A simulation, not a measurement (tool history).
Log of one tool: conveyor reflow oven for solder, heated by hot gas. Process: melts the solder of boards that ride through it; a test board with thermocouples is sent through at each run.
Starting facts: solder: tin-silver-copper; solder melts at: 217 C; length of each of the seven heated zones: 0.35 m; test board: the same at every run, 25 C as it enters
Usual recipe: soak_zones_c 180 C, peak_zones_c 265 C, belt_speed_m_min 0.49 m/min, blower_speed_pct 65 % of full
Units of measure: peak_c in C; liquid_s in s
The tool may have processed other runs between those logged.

| run | hour | soak_zones_c | peak_zones_c | belt_speed_m_min | blower_speed_pct | peak_c | liquid_s |
|---|---|---|---|---|---|---|---|
| 1 | 0 | 180 | 265 | 0.49 | 65 | 247.6 | 60.8 |
|  | 8.5 | flux residue cleaned out of gas plates and filters |
| 2 | 17.6 | 180 | 265 | 0.49 | 76 | 252.9 | 67.6 |
| 3 | 32.5 | 180 | 265 | 0.49 | 56 | 250 | 64.2 |
| 4 | 45.3 | 180 | 265 | 0.49 | 56 | 250.2 | 64.5 |
| 5 | 66.6 | 180 | 265 | 0.49 | 56 | 250.1 | 64.4 |
| 6 | 84.8 | 180 | 265 | 0.49 | 56 | 249.9 | 64.5 |
| 7 | 105.8 | 180 | 265 | 0.49 | 56 | 249.8 | 64.2 |
| 8 | 117.1 | 180 | 265 | 0.49 | 56 | 249.7 | 64.4 |
| 9 | 131.6 | 176 | 266 | 0.409 | 90 | 258.6 | 85.5 |
| 10 | 141.5 | 180 | 253 | 0.499 | 65 | 240.5 | 54.5 |
| 11 | 164.7 | 188 | 266 | 0.499 | 78 | 254.6 | 71.2 |
| 12 | 179.9 | 188 | 266 | 0.499 | 78 | 254.5 | 70.5 |

The logged runs with the hidden state left out (each run's random variation unchanged):
Hidden state present: heat that the gas passes to the board, % of a clean oven's; belt's true speed, % of the reading; true gas temperature in zones 6 and 7 over the reading, C; drift of the gauge itself on peak_c, C; drift of the gauge itself on liquid_s, %.
| run | peak_c | liquid_s |
|---|---|---|
| 1 | 251.1 | 65.5 |
| 2 | 252.3 | 67.2 |
| 3 | 249.4 | 63.9 |
| 4 | 249.6 | 64.2 |
| 5 | 249.6 | 64.1 |
| 6 | 249.5 | 64.3 |
| 7 | 249.4 | 64.1 |
| 8 | 249.3 | 64.3 |
| 9 | 258.1 | 85.5 |
| 10 | 240.2 | 54.6 |
| 11 | 254.3 | 71.3 |
| 12 | 254.2 | 70.7 |
